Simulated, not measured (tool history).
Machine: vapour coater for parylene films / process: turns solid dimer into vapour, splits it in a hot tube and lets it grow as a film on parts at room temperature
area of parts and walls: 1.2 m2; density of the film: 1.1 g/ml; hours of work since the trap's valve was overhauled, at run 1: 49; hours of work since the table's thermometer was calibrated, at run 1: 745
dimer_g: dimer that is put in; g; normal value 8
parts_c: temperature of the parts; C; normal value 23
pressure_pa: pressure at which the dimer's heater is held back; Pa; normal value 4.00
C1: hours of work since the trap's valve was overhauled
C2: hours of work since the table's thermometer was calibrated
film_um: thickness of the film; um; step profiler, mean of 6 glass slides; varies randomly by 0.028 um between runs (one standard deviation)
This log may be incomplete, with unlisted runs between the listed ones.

run 1 hour=0.0 | dimer_g=8 parts_c=23 pressure_pa=4.00 | C1=49 C2=745 | film_um=4.10
run 2 hour=25.2 | dimer_g=8 parts_c=23 pressure_pa=4.00 | C1=66 C2=761 | film_um=4.07
run 3 hour=60.7 | dimer_g=8 parts_c=23 pressure_pa=4.00 | C1=89 C2=784 | film_um=4.09
run 4 hour=94.6 | dimer_g=8 parts_c=23 pressure_pa=4.00 | C1=111 C2=806 | film_um=3.99
run 5 hour=135.9 | dimer_g=8 parts_c=23 pressure_pa=5.51 | C1=137 C2=833 | film_um=3.83
run 6 hour=157.8 | dimer_g=8 parts_c=23 pressure_pa=5.51 | C1=151 C2=847 | film_um=3.80
run 7 hour=193.5 | dimer_g=8 parts_c=23 pressure_pa=5.51 | C1=175 C2=870 | film_um=3.80
run 8 hour=239.8 | dimer_g=8 parts_c=23 pressure_pa=5.51 | C1=205 C2=900 | film_um=3.79
run 9 hour=273.5 | dimer_g=7 parts_c=23 pressure_pa=4.00 | C1=226 C2=922 | film_um=3.45
run 10 hour=299.4 | dimer_g=7 parts_c=23 pressure_pa=4.00 | C1=243 C2=939 | film_um=3.44
run 11 hour=343.0 | dimer_g=7 parts_c=23 pressure_pa=4.00 | C1=271 C2=967 | film_um=3.40
run 12 hour=374.8 | dimer_g=7 parts_c=23 pressure_pa=4.00 | C1=292 C2=988 | film_um=3.39
run 13 hour=414.5 | dimer_g=8 parts_c=23 pressure_pa=2.66 | C1=318 C2=1013 | film_um=4.04
run 14 hour=451.5 | dimer_g=6 parts_c=23 pressure_pa=4.00 | C1=342 C2=1037 | film_um=2.82
run 15 hour=487.2 | dimer_g=6 parts_c=25 pressure_pa=4.00 | C1=365 C2=1060 | film_um=2.62
-- hour=494.5 trap's valve overhauled
run 16 hour=531.0 | dimer_g=6 parts_c=25 pressure_pa=4.00 | C1=24 C2=1086 | film_um=2.48
run 17 hour=554.2 | dimer_g=6 parts_c=16 pressure_pa=4.00 | C1=39 C2=1101 | film_um=3.23
run 18 hour=575.8 | dimer_g=9 parts_c=23 pressure_pa=2.68 | C1=53 C2=1115 | film_um=4.05
run 19 hour=615.7 | dimer_g=9 parts_c=23 pressure_pa=2.68 | C1=78 C2=1141 | film_um=4.06

Forecast run 20:
-- hour=628.7 trap's valve overhauled, once more
run 20 hour=651.3 | dimer_g=9 parts_c=23 pressure_pa=2.68 | C1=15 C2=1161 | film_um=?

film_um: 4.86 um
On a tool with no hidden condition, and with the same random variation, this run would have come out at film_um 5.03 um.
